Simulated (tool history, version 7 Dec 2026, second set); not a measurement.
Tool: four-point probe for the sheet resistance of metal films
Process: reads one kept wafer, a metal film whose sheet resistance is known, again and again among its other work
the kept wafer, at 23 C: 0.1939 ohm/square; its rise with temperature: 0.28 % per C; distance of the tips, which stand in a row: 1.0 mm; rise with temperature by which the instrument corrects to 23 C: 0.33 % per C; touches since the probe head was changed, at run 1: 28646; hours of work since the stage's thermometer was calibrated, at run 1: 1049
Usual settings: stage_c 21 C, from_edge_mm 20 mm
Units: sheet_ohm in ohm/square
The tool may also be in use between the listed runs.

run,day,stage_c,from_edge_mm,touches since the probe head was changed,hours of work since the stage's thermometer was calibrated,sheet_ohm
1,0,21,20,28646,1049,0.194839
2,1.104,21,20,29494,1061,0.194815
3,1.992,21,20,30174,1070,0.194806
4,2.588,20,20,30631,1077,0.194986
5,3.642,20,20,31441,1088,0.194862
6,4.596,19,20,32175,1099,0.195095
7,5.492,19,20,32863,1109,0.195037
8,6.067,19,20,33305,1115,0.195005
9,6.571,19,20,33690,1120,0.194996
10,7.288,19,20,34243,1128,0.195064
11,7.792,32,20,34630,1134,0.193616
12,8.529,32,20,35195,1142,0.193637
13,9.038,32,20,35586,1147,0.193547
14,9.842,32,20,36202,1156,0.193558
15,10.504,20,20,36711,1164,0.194856
16,11.575,19,20,37533,1175,0.194949
17,12.183,19,20,38000,1182,0.194957
18,12.858,21,20,38520,1189,0.194667
19,13.875,21,20,39299,1200,0.194745
20,15.067,21,20,40216,1213,0.194667
21,15.808,21,59,40784,1221,0.194474
22,16.412,33,41,41248,1228,0.193223
23,17.525,21,3,42101,1240,0.205345
24,18.546,30,7,42888,1251,0.195501
25,19.658,32,5,43741,1264,0.197246
26,20.433,34,8,44335,1272,0.194589
27,21.329,31,13,45023,1282,0.193978
28,21.854,29,10,45427,1288,0.194507
29,22.5,22,12,45922,1295,0.19499
30,23.35,21,62,46575,1304,0.194448
31,24.5,21,62,47460,1317,0.19433
32,25.704,19,19,48382,1330,0.194829
33,26.408,29,9,48924,1337,0.194768
34,27.333,26,5,49633,1347,0.197813
35,28.179,18,9,50285,1357,0.195882
36,28.721,21,21,50701,1363,0.194509
37,29.462,21,21,51270,1371,0.194485
38,30.396,34,20,51987,1381,0.193182
39,31.154,34,20,52567,1389,0.193132

Forecast each of these 3 alternatives for the next run:
A,31.746,25,20,53023,1396,?
B,31.746,21,35,53023,1396,?
C,31.746,32,5,53023,1396,?

run,sheet_ohm
A,0.194107
B,0.194321
C,0.19713
Without the tool's hidden state the same runs would have given:
run,sheet_ohm
A,0.193972
B,0.194189
C,0.19699
